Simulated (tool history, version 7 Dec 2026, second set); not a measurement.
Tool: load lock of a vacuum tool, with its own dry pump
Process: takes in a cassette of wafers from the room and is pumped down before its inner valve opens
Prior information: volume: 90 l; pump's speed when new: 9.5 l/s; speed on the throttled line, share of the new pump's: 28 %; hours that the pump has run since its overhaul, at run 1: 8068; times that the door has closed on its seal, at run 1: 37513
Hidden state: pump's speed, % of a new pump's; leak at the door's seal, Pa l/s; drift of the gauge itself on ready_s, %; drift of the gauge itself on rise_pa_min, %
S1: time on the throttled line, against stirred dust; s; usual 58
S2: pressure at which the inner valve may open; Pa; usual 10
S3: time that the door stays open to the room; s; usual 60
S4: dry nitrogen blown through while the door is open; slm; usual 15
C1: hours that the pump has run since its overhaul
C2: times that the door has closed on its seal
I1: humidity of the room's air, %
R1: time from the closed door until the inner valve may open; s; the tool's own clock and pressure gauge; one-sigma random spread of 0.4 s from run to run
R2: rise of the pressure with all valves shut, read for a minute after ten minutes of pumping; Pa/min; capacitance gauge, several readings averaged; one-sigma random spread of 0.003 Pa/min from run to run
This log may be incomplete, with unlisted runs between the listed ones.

run,hour,S1,S2,S3,S4,C1,C2,I1,R1,R2
1,0.0,58,10,60,15,8068,37513,40.2,129.2,0.032
2,103.8,58,13,60,15,8172,37840,41.2,127.0,0.033
3,284.7,58,13,60,15,8353,38410,47.5,126.4,0.045
4,445.2,58,10,60,15,8513,38916,46.9,129.4,0.042
5,658.5,58,10,60,15,8726,39587,44.9,129.2,0.038
6,858.7,68,10,60,15,8927,40218,45.0,136.5,0.040
7,991.7,58,10,201,15,9060,40637,48.0,129.6,0.079
8,1149.3,58,10,201,15,9217,41133,46.6,128.7,0.082
9,1292.0,58,10,201,15,9360,41583,49.1,129.1,0.086
10,1468.4,86,10,201,15,9536,42138,44.6,149.5,0.083
11,1624.9,58,10,60,15,9693,42631,44.6,129.5,0.035
12,1740.2,58,10,60,15,9808,42994,45.5,129.9,0.044
13,1845.1,58,10,60,15,9913,43325,44.0,128.9,0.037
14,2053.1,58,10,60,15,10121,43979,41.3,130.0,0.036
15,2255.2,58,10,60,15,10323,44616,45.9,129.4,0.035
16,2435.1,58,10,60,15,10503,45183,47.2,129.1,0.038
17,2589.1,58,10,60,15,10657,45668,43.1,130.0,0.041
18,2781.4,58,10,60,15,10849,46273,49.6,129.1,0.040
19,2968.3,58,8,34,15,11036,46862,46.4,130.5,0.024
20,3146.7,69,8,184,15,11215,47424,44.4,139.3,0.071
21,3250.8,113,8,55,15,11319,47752,48.2,171.2,0.042
22,3360.0,59,14,91,11,11428,48096,46.4,126.7,0.060

What does the tool deliver on the next run?
23,3569.3,58,15,73,15,11637,48755,45.6,?,?

Logged for run 23: R1 125.8 s, R2 0.043 Pa/min.
On a tool with no hidden condition, and with the same random variation, this run would have come out at R1 125.8 s, R2 0.042 Pa/min.
